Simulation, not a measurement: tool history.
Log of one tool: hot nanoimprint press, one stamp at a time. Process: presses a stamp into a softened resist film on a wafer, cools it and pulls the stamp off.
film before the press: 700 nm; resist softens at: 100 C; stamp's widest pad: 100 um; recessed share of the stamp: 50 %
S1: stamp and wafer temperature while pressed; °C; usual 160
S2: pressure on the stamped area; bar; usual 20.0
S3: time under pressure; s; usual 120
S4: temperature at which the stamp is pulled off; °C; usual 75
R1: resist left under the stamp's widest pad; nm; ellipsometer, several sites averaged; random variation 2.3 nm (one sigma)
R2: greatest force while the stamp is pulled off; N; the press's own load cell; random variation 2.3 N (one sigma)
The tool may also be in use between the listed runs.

| run | hour | S1 | S2 | S3 | S4 | R1 | R2 |
|---|---|---|---|---|---|---|---|
| 1 | 0.0 | 160 | 20.0 | 120 | 75 | 365.7 | 104 |
| 2 | 43.2 | 160 | 20.0 | 120 | 75 | 362.0 | 107 |
|  | 111.2 | plate thermocouple calibrated |
| 3 | 120.8 | 160 | 20.0 | 120 | 61 | 368.8 | 139 |
| 4 | 180.3 | 160 | 20.0 | 120 | 61 | 361.8 | 146 |
| 5 | 234.6 | 160 | 20.0 | 120 | 61 | 363.4 | 139 |
|  | 249.4 | stamp cleaned and given a new release coat |
| 6 | 335.5 | 158 | 20.0 | 120 | 75 | 404.6 | 102 |
| 7 | 417.6 | 158 | 20.0 | 120 | 75 | 401.1 | 106 |
| 8 | 485.0 | 158 | 20.0 | 120 | 75 | 400.2 | 101 |
| 9 | 531.9 | 160 | 20.0 | 120 | 64 | 366.3 | 133 |
| 10 | 581.3 | 160 | 20.0 | 123 | 75 | 360.6 | 103 |
| 11 | 666.2 | 160 | 20.0 | 123 | 75 | 367.9 | 106 |
|  | 710.2 | plate thermocouple calibrated |
| 12 | 711.7 | 160 | 20.0 | 123 | 75 | 361.1 | 101 |
| 13 | 767.0 | 160 | 20.0 | 120 | 75 | 368.8 | 107 |
| 14 | 856.1 | 160 | 20.0 | 120 | 75 | 365.5 | 105 |
| 15 | 935.4 | 154 | 30.5 | 182 | 65 | 347.4 | 130 |
| 16 | 1003.5 | 160 | 20.0 | 120 | 69 | 366.1 | 120 |
| 17 | 1063.6 | 160 | 20.0 | 120 | 69 | 367.7 | 120 |
| 18 | 1105.5 | 163 | 26.5 | 120 | 69 | 275.4 | 116 |
| 19 | 1193.7 | 164 | 20.0 | 120 | 75 | 301.2 | 102 |
|  | 1228.4 | stamp cleaned and given a new release coat |
| 20 | 1245.0 | 157 | 20.0 | 120 | 75 | 422.2 | 106 |
|  | 1309.1 | plate thermocouple calibrated |
| 21 | 1320.7 | 151 | 24.5 | 62 | 79 | 564.3 | 93 |
| 22 | 1393.1 | 151 | 24.5 | 62 | 62 | 564.8 | 138 |
| 23 | 1480.3 | 151 | 24.5 | 62 | 62 | 562.9 | 131 |
| 24 | 1545.1 | 164 | 15.3 | 127 | 70 | 340.3 | 116 |
| 25 | 1591.8 | 153 | 13.8 | 127 | 70 | 547.0 | 119 |
| 26 | 1677.6 | 153 | 13.8 | 127 | 70 | 553.4 | 118 |
|  | 1718.9 | press's hydraulic seals changed and the load cell set to zero |
| 27 | 1767.2 | 155 | 14.8 | 174 | 66 | 468.9 | 132 |
| 28 | 1811.0 | 165 | 16.5 | 151 | 68 | 296.3 | 123 |

3 ways to go on from here, each from the tool as it stands after run 28. What would each give?
| A | 1902.6 | 165 | 16.5 | 63 | 76 | ? | ? |
| B | 1902.6 | 165 | 16.5 | 151 | 72 | ? | ? |
| C | 1902.6 | 165 | 16.5 | 69 | 68 | ? | ? |

| run | R1 | R2 |
|---|---|---|
| A | 394.8 | 101 |
| B | 296.0 | 111 |
| C | 383.7 | 126 |
Without the tool's hidden state the same runs would have given:
| run | R1 | R2 |
|---|---|---|
| A | 394.5 | 100 |
| B | 295.7 | 110 |
| C | 383.4 | 125 |
